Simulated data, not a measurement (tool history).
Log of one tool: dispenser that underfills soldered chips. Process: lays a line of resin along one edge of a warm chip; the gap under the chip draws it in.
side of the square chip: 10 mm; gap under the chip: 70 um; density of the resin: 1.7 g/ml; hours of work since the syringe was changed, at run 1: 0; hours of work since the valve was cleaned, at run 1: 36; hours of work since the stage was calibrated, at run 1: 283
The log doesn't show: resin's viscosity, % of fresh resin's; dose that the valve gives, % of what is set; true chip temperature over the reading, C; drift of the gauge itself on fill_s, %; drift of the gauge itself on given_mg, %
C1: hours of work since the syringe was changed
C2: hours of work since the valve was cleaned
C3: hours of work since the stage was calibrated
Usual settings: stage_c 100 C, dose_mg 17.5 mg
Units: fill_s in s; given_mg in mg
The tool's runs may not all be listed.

run 1 hour=0.0 | stage_c=100 dose_mg=17.5 | C1=0 C2=36 C3=283 | fill_s=19.9 given_mg=17.07
run 2 hour=6.6 | stage_c=100 dose_mg=17.5 | C1=4 C2=40 C3=287 | fill_s=23.0 given_mg=16.85
-- hour=12.3 new syringe of resin
run 3 hour=17.0 | stage_c=100 dose_mg=19.3 | C1=3 C2=46 C3=294 | fill_s=21.5 given_mg=18.49
-- hour=23.6 new syringe of resin
run 4 hour=24.2 | stage_c=100 dose_mg=19.3 | C1=0 C2=51 C3=298 | fill_s=19.7 given_mg=18.21
-- hour=35.2 new syringe of resin
run 5 hour=36.1 | stage_c=101 dose_mg=19.3 | C1=1 C2=58 C3=305 | fill_s=18.9 given_mg=18.40
run 6 hour=42.1 | stage_c=101 dose_mg=19.3 | C1=4 C2=62 C3=309 | fill_s=21.4 given_mg=18.26
-- hour=47.0 new syringe of resin
run 7 hour=53.0 | stage_c=101 dose_mg=19.3 | C1=4 C2=68 C3=316 | fill_s=21.4 given_mg=18.28
-- hour=58.6 new syringe of resin
run 8 hour=60.9 | stage_c=101 dose_mg=19.3 | C1=1 C2=73 C3=320 | fill_s=20.1 given_mg=18.21
-- hour=70.3 new syringe of resin
run 9 hour=70.3 | stage_c=100 dose_mg=17.5 | C1=0 C2=79 C3=326 | fill_s=20.3 given_mg=16.32
run 10 hour=79.7 | stage_c=100 dose_mg=17.5 | C1=6 C2=85 C3=332 | fill_s=24.7 given_mg=16.25
-- hour=82.1 new syringe of resin
run 11 hour=91.2 | stage_c=100 dose_mg=15.2 | C1=6 C2=92 C3=339 | fill_s=23.8 given_mg=14.01
-- hour=94.1 new syringe of resin
run 12 hour=96.7 | stage_c=100 dose_mg=15.2 | C1=2 C2=95 C3=342 | fill_s=22.0 given_mg=13.96
run 13 hour=104.0 | stage_c=100 dose_mg=15.2 | C1=6 C2=99 C3=347 | fill_s=26.5 given_mg=13.94
-- hour=105.6 new syringe of resin
-- hour=107.3 dispensing valve cleaned and set on the balance
run 14 hour=111.9 | stage_c=100 dose_mg=15.2 | C1=3 C2=3 C3=351 | fill_s=22.7 given_mg=15.12
-- hour=118.1 new syringe of resin
run 15 hour=120.5 | stage_c=100 dose_mg=17.5 | C1=1 C2=8 C3=356 | fill_s=20.3 given_mg=17.41
run 16 hour=127.8 | stage_c=100 dose_mg=17.5 | C1=6 C2=13 C3=361 | fill_s=23.9 given_mg=17.40
-- hour=129.5 new syringe of resin
run 17 hour=138.6 | stage_c=100 dose_mg=17.5 | C1=6 C2=19 C3=367 | fill_s=23.3 given_mg=17.11
-- hour=140.9 new syringe of resin
run 18 hour=146.6 | stage_c=100 dose_mg=17.5 | C1=4 C2=24 C3=372 | fill_s=22.4 given_mg=17.16
-- hour=152.5 new syringe of resin
run 19 hour=153.0 | stage_c=104 dose_mg=19.5 | C1=0 C2=28 C3=376 | fill_s=16.5 given_mg=19.03
run 20 hour=159.7 | stage_c=110 dose_mg=18.0 | C1=5 C2=32 C3=380 | fill_s=15.2 given_mg=17.43
-- hour=164.1 new syringe of resin
run 21 hour=170.6 | stage_c=86 dose_mg=21.7 | C1=4 C2=39 C3=387 | fill_s=39.6 given_mg=20.92
-- hour=175.5 new syringe of resin
run 22 hour=179.0 | stage_c=86 dose_mg=21.7 | C1=2 C2=44 C3=392 | fill_s=37.3 given_mg=20.75
-- hour=187.5 new syringe of resin
run 23 hour=189.6 | stage_c=93 dose_mg=19.3 | C1=1 C2=50 C3=398 | fill_s=27.3 given_mg=18.43
run 24 hour=196.1 | stage_c=98 dose_mg=20.9 | C1=5 C2=54 C3=402 | fill_s=25.6 given_mg=19.58
-- hour=199.2 new syringe of resin
run 25 hour=204.5 | stage_c=98 dose_mg=20.9 | C1=3 C2=59 C3=407 | fill_s=23.6 given_mg=19.75
-- hour=211.0 new syringe of resin
run 26 hour=215.9 | stage_c=111 dose_mg=16.6 | C1=3 C2=66 C3=414 | fill_s=15.1 given_mg=15.54
-- hour=223.1 new syringe of resin
run 27 hour=226.6 | stage_c=88 dose_mg=16.9 | C1=2 C2=73 C3=421 | fill_s=35.8 given_mg=15.87
-- hour=234.5 new syringe of resin
run 28 hour=234.7 | stage_c=88 dose_mg=16.9 | C1=0 C2=78 C3=426 | fill_s=33.1 given_mg=15.71
run 29 hour=245.0 | stage_c=88 dose_mg=16.9 | C1=7 C2=84 C3=432 | fill_s=40.6 given_mg=15.63
-- hour=246.3 new syringe of resin
run 30 hour=252.9 | stage_c=100 dose_mg=17.3 | C1=4 C2=89 C3=437 | fill_s=23.5 given_mg=16.01

Run 31 comes next. What will it give?
-- hour=257.7 new syringe of resin
run 31 hour=260.1 | stage_c=100 dose_mg=19.6 | C1=2 C2=93 C3=441 | fill_s=? given_mg=?

Run 31 gave fill_s 20.5 s, given_mg 18.11 mg.
Without the tool's hidden state the same run would have given fill_s 18.2 s, given_mg 19.76 mg.
